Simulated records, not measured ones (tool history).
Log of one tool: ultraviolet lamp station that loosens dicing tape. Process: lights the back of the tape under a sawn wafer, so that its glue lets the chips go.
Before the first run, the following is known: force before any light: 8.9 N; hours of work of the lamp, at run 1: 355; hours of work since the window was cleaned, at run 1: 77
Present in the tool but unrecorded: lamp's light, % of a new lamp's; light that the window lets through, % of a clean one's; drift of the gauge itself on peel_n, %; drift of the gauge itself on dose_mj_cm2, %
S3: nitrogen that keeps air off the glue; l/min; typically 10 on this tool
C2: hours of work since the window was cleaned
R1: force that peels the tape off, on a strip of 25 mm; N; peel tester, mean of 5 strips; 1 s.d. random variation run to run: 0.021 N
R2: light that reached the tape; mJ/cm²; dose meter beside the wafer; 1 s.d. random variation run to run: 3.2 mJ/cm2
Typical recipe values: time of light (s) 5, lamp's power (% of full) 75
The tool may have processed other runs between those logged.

{"run": 1, "day": 0.0, "time of light (s)": 5, "lamp's power (% of full)": 75, "S3": 10, "hours of work of the lamp": 355, "C2": 77, "R1": 1.005, "R2": 496}
{"run": 2, "day": 0.708, "time of light (s)": 5, "lamp's power (% of full)": 75, "S3": 9, "hours of work of the lamp": 363, "C2": 85, "R1": 1.083, "R2": 491}
{"run": 3, "day": 1.346, "time of light (s)": 5, "lamp's power (% of full)": 75, "S3": 9, "hours of work of the lamp": 371, "C2": 93, "R1": 1.075, "R2": 499}
{"run": 4, "day": 1.75, "time of light (s)": 5, "lamp's power (% of full)": 75, "S3": 6, "hours of work of the lamp": 375, "C2": 97, "R1": 1.385, "R2": 496}
{"run": 5, "day": 2.633, "time of light (s)": 5, "lamp's power (% of full)": 75, "S3": 6, "hours of work of the lamp": 385, "C2": 107, "R1": 1.407, "R2": 496}
{"run": 6, "day": 3.308, "time of light (s)": 5, "lamp's power (% of full)": 75, "S3": 10, "hours of work of the lamp": 393, "C2": 115, "R1": 1.068, "R2": 493}
{"run": 7, "day": 4.196, "time of light (s)": 5, "lamp's power (% of full)": 75, "S3": 15, "hours of work of the lamp": 403, "C2": 125, "R1": 0.856, "R2": 492}
{"run": 8, "day": 5.083, "time of light (s)": 9, "lamp's power (% of full)": 75, "S3": 15, "hours of work of the lamp": 413, "C2": 135, "R1": 0.211, "R2": 883}
{"run": 9, "day": 5.704, "time of light (s)": 5, "lamp's power (% of full)": 75, "S3": 10, "hours of work of the lamp": 420, "C2": 142, "R1": 1.064, "R2": 490}
{"run": 10, "day": 6.312, "time of light (s)": 3, "lamp's power (% of full)": 75, "S3": 10, "hours of work of the lamp": 427, "C2": 149, "R1": 2.419, "R2": 292}
{"run": 11, "day": 7.092, "time of light (s)": 5, "lamp's power (% of full)": 95, "S3": 10, "hours of work of the lamp": 436, "C2": 158, "R1": 0.634, "R2": 625}
{"run": 12, "day": 7.854, "time of light (s)": 5, "lamp's power (% of full)": 95, "S3": 10, "hours of work of the lamp": 444, "C2": 167, "R1": 0.627, "R2": 625}
{"run": 13, "day": 8.417, "time of light (s)": 5, "lamp's power (% of full)": 95, "S3": 10, "hours of work of the lamp": 451, "C2": 173, "R1": 0.615, "R2": 624}
{"run": 14, "day": 8.875, "time of light (s)": 5, "lamp's power (% of full)": 75, "S3": 10, "hours of work of the lamp": 456, "C2": 178, "R1": 1.055, "R2": 491}
{"run": 15, "day": 9.333, "time of light (s)": 5, "lamp's power (% of full)": 75, "S3": 10, "hours of work of the lamp": 461, "C2": 183, "R1": 1.062, "R2": 489}
{"run": 16, "day": 9.958, "time of light (s)": 5, "lamp's power (% of full)": 69, "S3": 10, "hours of work of the lamp": 468, "C2": 190, "R1": 1.242, "R2": 452}
{"run": 17, "day": 10.704, "time of light (s)": 5, "lamp's power (% of full)": 77, "S3": 10, "hours of work of the lamp": 477, "C2": 199, "R1": 0.98, "R2": 506}
{"run": 18, "day": 11.533, "time of light (s)": 5, "lamp's power (% of full)": 82, "S3": 10, "hours of work of the lamp": 486, "C2": 208, "R1": 0.893, "R2": 543}
{"run": 19, "day": 12.05, "time of light (s)": 5, "lamp's power (% of full)": 82, "S3": 10, "hours of work of the lamp": 492, "C2": 214, "R1": 0.837, "R2": 533}
{"run": 20, "day": 12.808, "time of light (s)": 5, "lamp's power (% of full)": 82, "S3": 10, "hours of work of the lamp": 501, "C2": 223, "R1": 0.882, "R2": 539}
{"run": 21, "day": 13.583, "time of light (s)": 5, "lamp's power (% of full)": 82, "S3": 10, "hours of work of the lamp": 510, "C2": 232, "R1": 0.884, "R2": 538}
{"run": 22, "day": 14.212, "time of light (s)": 5, "lamp's power (% of full)": 82, "S3": 10, "hours of work of the lamp": 517, "C2": 239, "R1": 0.846, "R2": 536}
{"run": 23, "day": 14.679, "time of light (s)": 3, "lamp's power (% of full)": 75, "S3": 15, "hours of work of the lamp": 522, "C2": 244, "R1": 2.035, "R2": 298}
{"run": 24, "day": 15.196, "time of light (s)": 2, "lamp's power (% of full)": 75, "S3": 12, "hours of work of the lamp": 528, "C2": 250, "R1": 3.571, "R2": 196}
{"run": 25, "day": 15.925, "time of light (s)": 7, "lamp's power (% of full)": 65, "S3": 12, "hours of work of the lamp": 536, "C2": 258, "R1": 0.612, "R2": 598}
{"run": 26, "day": 16.421, "time of light (s)": 4, "lamp's power (% of full)": 61, "S3": 11, "hours of work of the lamp": 542, "C2": 264, "R1": 2.019, "R2": 325}
{"run": 27, "day": 17.158, "time of light (s)": 5, "lamp's power (% of full)": 75, "S3": 3, "hours of work of the lamp": 550, "C2": 272, "R1": 2.05, "R2": 488}
{"run": 28, "day": 17.888, "time of light (s)": 7, "lamp's power (% of full)": 68, "S3": 4, "hours of work of the lamp": 558, "C2": 281, "R1": 1.166, "R2": 622}
{"day": 18.321, "done": "window cleaned of glue's vapour"}
{"run": 29, "day": 18.762, "time of light (s)": 3, "lamp's power (% of full)": 61, "S3": 4, "hours of work of the lamp": 568, "C2": 5, "R1": 4.002, "R2": 244}
{"run": 30, "day": 19.154, "time of light (s)": 6, "lamp's power (% of full)": 79, "S3": 10, "hours of work of the lamp": 573, "C2": 9, "R1": 0.614, "R2": 619}
{"run": 31, "day": 19.612, "time of light (s)": 2, "lamp's power (% of full)": 75, "S3": 6, "hours of work of the lamp": 578, "C2": 15, "R1": 4.299, "R2": 197}
{"run": 32, "day": 20.25, "time of light (s)": 2, "lamp's power (% of full)": 75, "S3": 6, "hours of work of the lamp": 585, "C2": 22, "R1": 4.114, "R2": 197}
{"run": 33, "day": 20.933, "time of light (s)": 2, "lamp's power (% of full)": 72, "S3": 13, "hours of work of the lamp": 593, "C2": 30, "R1": 3.62, "R2": 192}
{"run": 34, "day": 21.592, "time of light (s)": 2, "lamp's power (% of full)": 63, "S3": 10, "hours of work of the lamp": 600, "C2": 37, "R1": 4.05, "R2": 167}
{"run": 35, "day": 22.0, "time of light (s)": 5, "lamp's power (% of full)": 75, "S3": 10, "hours of work of the lamp": 605, "C2": 42, "R1": 1.068, "R2": 496}
{"run": 36, "day": 22.846, "time of light (s)": 5, "lamp's power (% of full)": 75, "S3": 10, "hours of work of the lamp": 614, "C2": 51, "R1": 1.054, "R2": 493}
{"run": 37, "day": 23.738, "time of light (s)": 5, "lamp's power (% of full)": 75, "S3": 10, "hours of work of the lamp": 625, "C2": 61, "R1": 1.046, "R2": 495}
{"run": 38, "day": 24.175, "time of light (s)": 5, "lamp's power (% of full)": 75, "S3": 10, "hours of work of the lamp": 630, "C2": 66, "R1": 1.049, "R2": 491}
{"run": 39, "day": 24.75, "time of light (s)": 5, "lamp's power (% of full)": 75, "S3": 5, "hours of work of the lamp": 636, "C2": 73, "R1": 1.541, "R2": 494}
{"run": 40, "day": 25.371, "time of light (s)": 7, "lamp's power (% of full)": 88, "S3": 16, "hours of work of the lamp": 643, "C2": 80, "R1": 0.254, "R2": 807}
{"run": 41, "day": 26.162, "time of light (s)": 2, "lamp's power (% of full)": 69, "S3": 10, "hours of work of the lamp": 652, "C2": 89, "R1": 4.191, "R2": 180}
{"run": 42, "day": 26.958, "time of light (s)": 3, "lamp's power (% of full)": 86, "S3": 16, "hours of work of the lamp": 661, "C2": 98, "R1": 1.644, "R2": 338}
{"run": 43, "day": 27.583, "time of light (s)": 3, "lamp's power (% of full)": 86, "S3": 16, "hours of work of the lamp": 668, "C2": 105, "R1": 1.593, "R2": 337}
{"run": 44, "day": 28.033, "time of light (s)": 3, "lamp's power (% of full)": 75, "S3": 10, "hours of work of the lamp": 673, "C2": 110, "R1": 2.314, "R2": 301}

How the hidden state differs across the entries between the runs, from the last listed run before each to the first after it:
Between runs 28 and 29: window cleaned of glue's vapour (day 18.321)
  light that the window lets through, % of a clean one's: 99.7 -> 100
